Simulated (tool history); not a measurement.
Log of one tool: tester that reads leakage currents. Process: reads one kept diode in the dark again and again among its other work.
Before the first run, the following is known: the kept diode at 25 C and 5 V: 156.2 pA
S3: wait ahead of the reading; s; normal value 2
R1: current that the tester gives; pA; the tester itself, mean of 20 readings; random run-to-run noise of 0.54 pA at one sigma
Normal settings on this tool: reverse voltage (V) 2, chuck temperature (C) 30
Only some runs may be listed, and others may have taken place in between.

run 1 day=0 | reverse_voltage_(V)=2 chuck_temperature_(C)=30 S3=2 | R1=176.96
run 2 day=2.092 | reverse_voltage_(V)=2 chuck_temperature_(C)=30 S3=2 | R1=179.12
run 3 day=4.504 | reverse_voltage_(V)=2 chuck_temperature_(C)=30 S3=2 | R1=181.03
run 4 day=6.508 | reverse_voltage_(V)=2 chuck_temperature_(C)=30 S3=2 | R1=181.6
run 5 day=9.771 | reverse_voltage_(V)=2 chuck_temperature_(C)=30 S3=2 | R1=183.48
run 6 day=11.55 | reverse_voltage_(V)=9.72 chuck_temperature_(C)=30 S3=2 | R1=340.87
run 7 day=13.342 | reverse_voltage_(V)=4.57 chuck_temperature_(C)=30 S3=2 | R1=256.22
run 8 day=16.162 | reverse_voltage_(V)=4.57 chuck_temperature_(C)=30 S3=2 | R1=258.02
run 9 day=19.583 | reverse_voltage_(V)=2 chuck_temperature_(C)=30 S3=2 | R1=190.22
run 10 day=23.142 | reverse_voltage_(V)=2 chuck_temperature_(C)=30 S3=2 | R1=193.01
run 11 day=26.296 | reverse_voltage_(V)=2 chuck_temperature_(C)=38 S3=2 | R1=403.36
run 12 day=28.104 | reverse_voltage_(V)=2 chuck_temperature_(C)=38 S3=2 | R1=405.22
run 13 day=31.054 | reverse_voltage_(V)=2 chuck_temperature_(C)=31 S3=2 | R1=217.66
run 14 day=32.983 | reverse_voltage_(V)=2 chuck_temperature_(C)=31 S3=2 | R1=219.49
run 15 day=35.383 | reverse_voltage_(V)=2 chuck_temperature_(C)=31 S3=2 | R1=220.76
run 16 day=38.238 | reverse_voltage_(V)=2 chuck_temperature_(C)=31 S3=2 | R1=221.15
run 17 day=40.017 | reverse_voltage_(V)=2.68 chuck_temperature_(C)=31 S3=2 | R1=250.03
run 18 day=42.629 | reverse_voltage_(V)=2 chuck_temperature_(C)=57 S3=2 | R1=2064.11
run 19 day=45.446 | reverse_voltage_(V)=2 chuck_temperature_(C)=57 S3=2 | R1=2079.8
run 20 day=48.721 | reverse_voltage_(V)=2 chuck_temperature_(C)=30 S3=2 | R1=208.44
run 21 day=52.158 | reverse_voltage_(V)=2 chuck_temperature_(C)=30 S3=2 | R1=212.68
run 22 day=55.388 | reverse_voltage_(V)=6.8 chuck_temperature_(C)=30 S3=2 | R1=345.72
run 23 day=58.838 | reverse_voltage_(V)=4.06 chuck_temperature_(C)=37 S3=2 | R1=534.45
run 24 day=62.6 | reverse_voltage_(V)=14.16 chuck_temperature_(C)=30 S3=2.85 | R1=476.43
-- day=65.612 chuck's temperature calibrated
run 25 day=66.388 | reverse_voltage_(V)=14.16 chuck_temperature_(C)=30 S3=2.85 | R1=400.14
run 26 day=68.862 | reverse_voltage_(V)=5.11 chuck_temperature_(C)=30 S3=1.03 | R1=267.71
run 27 day=72.592 | reverse_voltage_(V)=2 chuck_temperature_(C)=42 S3=3.01 | R1=550.65
run 28 day=76.142 | reverse_voltage_(V)=17.63 chuck_temperature_(C)=30 S3=2 | R1=453.71
run 29 day=79.908 | reverse_voltage_(V)=17.63 chuck_temperature_(C)=30 S3=2 | R1=460.57
run 30 day=82.662 | reverse_voltage_(V)=2.68 chuck_temperature_(C)=34 S3=1.63 | R1=313.74
run 31 day=84.65 | reverse_voltage_(V)=2.74 chuck_temperature_(C)=41 S3=2.69 | R1=589.47
run 32 day=87.1 | reverse_voltage_(V)=2.74 chuck_temperature_(C)=41 S3=3.32 | R1=592.32
run 33 day=90.862 | reverse_voltage_(V)=2.85 chuck_temperature_(C)=23 S3=2 | R1=120
run 34 day=92.988 | reverse_voltage_(V)=2.24 chuck_temperature_(C)=23 S3=0.44 | R1=110.11
run 35 day=95.083 | reverse_voltage_(V)=7.85 chuck_temperature_(C)=40 S3=0.36 | R1=835.98
run 36 day=97.704 | reverse_voltage_(V)=12.96 chuck_temperature_(C)=35 S3=0.39 | R1=670.74
-- day=99.375 probe card cleaned and baked
run 37 day=99.804 | reverse_voltage_(V)=12.96 chuck_temperature_(C)=35 S3=0.39 | R1=650.42
run 38 day=101.858 | reverse_voltage_(V)=1.51 chuck_temperature_(C)=35 S3=9.4 | R1=288.19
run 39 day=104.079 | reverse_voltage_(V)=1.13 chuck_temperature_(C)=30 S3=5.88 | R1=164.41
run 40 day=106.908 | reverse_voltage_(V)=8.34 chuck_temperature_(C)=27 S3=6.74 | R1=266.46

A few steps of R1 between consecutive runs. Split each: what settings, incoming material and random variation would produce without the hidden state, and what is left over for the hidden state, along with gauge scatter present in only one of the two compared results (measured, and without hidden state):
Hidden state present: stray current of the dirty probe card, pA a volt; current scale over the true one, %; true chuck temperature over the reading, C; drift of the gauge itself on leakage_pa, %.
Run 17 -> 18: reverse voltage (V) 2.68 -> 2, chuck temperature (C) 31 -> 57. R1 +1814.08 pA: hidden state +187.34, all else +1626.74.
Run 19 -> 20: chuck temperature (C) 57 -> 30. R1 -1871.36 pA: hidden state -202.15, all else -1669.21.
Run 24 -> 25: chuck's temperature calibrated. R1 -76.29 pA: hidden state -76.68, all else +0.39.
Run 34 -> 35: reverse voltage (V) 2.24 -> 7.85, chuck temperature (C) 23 -> 40, S3 0.44 -> 0.36. R1 +725.87 pA: hidden state +75.45, all else +650.42.

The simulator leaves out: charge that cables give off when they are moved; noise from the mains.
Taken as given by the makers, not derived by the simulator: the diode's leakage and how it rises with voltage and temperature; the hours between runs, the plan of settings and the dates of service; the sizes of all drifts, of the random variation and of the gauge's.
